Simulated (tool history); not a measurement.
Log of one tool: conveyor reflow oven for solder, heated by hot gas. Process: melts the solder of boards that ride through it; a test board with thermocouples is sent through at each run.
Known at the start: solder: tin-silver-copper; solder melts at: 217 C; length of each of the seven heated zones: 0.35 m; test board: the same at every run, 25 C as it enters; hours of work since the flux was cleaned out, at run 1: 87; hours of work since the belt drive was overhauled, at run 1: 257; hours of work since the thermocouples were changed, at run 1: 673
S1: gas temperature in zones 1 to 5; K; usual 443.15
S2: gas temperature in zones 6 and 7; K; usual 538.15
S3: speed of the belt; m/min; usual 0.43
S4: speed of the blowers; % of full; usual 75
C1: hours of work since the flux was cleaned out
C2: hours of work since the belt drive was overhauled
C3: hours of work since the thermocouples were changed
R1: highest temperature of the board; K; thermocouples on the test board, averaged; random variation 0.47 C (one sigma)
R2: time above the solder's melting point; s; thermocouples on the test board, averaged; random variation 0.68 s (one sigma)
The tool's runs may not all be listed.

Run 1, hour 0: usual settings; C1 87; C2 257; C3 673. Result: R1 531.85 K, R2 80 s.
Run 2, hour 5.3: usual settings; C1 90; C2 261; C3 676. Result: R1 531.05 K, R2 78.8 s.
Run 3, hour 12.1: usual settings but S4 68 % of full; C1 94; C2 265; C3 680. Result: R1 530.65 K, R2 77.5 s.
Run 4, hour 19.8: usual settings but S4 68 % of full; C1 99; C2 269; C3 685. Result: R1 529.05 K, R2 78.9 s.
Run 5, hour 26.1: usual settings but S4 68 % of full; C1 103; C2 273; C3 689. Result: R1 530.05 K, R2 78.2 s.
Run 6, hour 34: usual settings but S4 68 % of full; C1 108; C2 278; C3 694. Result: R1 529.55 K, R2 79.2 s.
Run 7, hour 41: usual settings but S4 68 % of full; C1 112; C2 282; C3 698. Result: R1 529.85 K, R2 78.8 s.
Run 8, hour 50.5: usual settings; C1 118; C2 288; C3 704. Result: R1 531.25 K, R2 78.6 s.
Run 9, hour 57: usual settings; C1 122; C2 292; C3 708. Result: R1 530.35 K, R2 79 s.
Run 10, hour 62.7: usual settings; C1 125; C2 296; C3 711. Result: R1 530.95 K, R2 78.8 s.
Run 11, hour 67.5: usual settings; C1 128; C2 299; C3 714. Result: R1 530.75 K, R2 78.5 s.
Run 12, hour 73.8: usual settings; C1 132; C2 303; C3 718. Result: R1 530.25 K, R2 78.3 s.
Run 13, hour 82: usual settings but S1 438.15 K; C1 137; C2 308; C3 723. Result: R1 530.05 K, R2 75.8 s.
Run 14, hour 86.6: usual settings but S1 438.15 K; C1 140; C2 310; C3 726. Result: R1 530.55 K, R2 76.1 s.
Run 15, hour 96.7: usual settings but S1 438.15 K; C1 146; C2 317; C3 732. Result: R1 529.55 K, R2 76.2 s.
Run 16, hour 106.1: usual settings but S1 451.15 K, S2 526.15 K; C1 152; C2 322; C3 738. Result: R1 520.15 K, R2 74.3 s.
Run 17, hour 114.5: usual settings but S1 450.15 K, S2 526.15 K, S3 0.497 m/min, S4 85 % of full; C1 157; C2 327; C3 743. Result: R1 517.55 K, R2 60.1 s.
Run 18, hour 124.3: usual settings but S1 457.15 K, S2 537.15 K, S3 0.347 m/min, S4 69 % of full; C1 163; C2 333; C3 749. Result: R1 534.35 K, R2 109.7 s.
Run 19, hour 133.8: usual settings but S1 457.15 K, S2 537.15 K, S3 0.347 m/min, S4 69 % of full; C1 169; C2 339; C3 755. Result: R1 534.55 K, R2 111 s.
Run 20, hour 142.8: usual settings but S1 457.15 K, S2 527.15 K, S3 0.424 m/min, S4 70 % of full; C1 174; C2 345; C3 760. Result: R1 521.95 K, R2 80.5 s.
Run 21, hour 152.8: usual settings but S1 457.15 K, S2 527.15 K, S3 0.483 m/min, S4 79 % of full; C1 180; C2 351; C3 766. Result: R1 519.55 K, R2 67.5 s.
Run 22, hour 163.3: usual settings but S1 438.15 K; C1 187; C2 357; C3 773. Result: R1 531.35 K, R2 76.3 s.

The next listed run, before its measurement:
Run 23, hour 172.7: usual settings but S1 445.15 K, S2 533.15 K, S3 0.45 m/min, S4 85 % of full; C1 193; C2 363; C3 779. Result: R1 ?, R2 ?.

{"run 23": {"R1": 526.05, "R2": 71.6}}
Without the tool's hidden state the same run would have given R1 524.45 K, R2 70.2 s.

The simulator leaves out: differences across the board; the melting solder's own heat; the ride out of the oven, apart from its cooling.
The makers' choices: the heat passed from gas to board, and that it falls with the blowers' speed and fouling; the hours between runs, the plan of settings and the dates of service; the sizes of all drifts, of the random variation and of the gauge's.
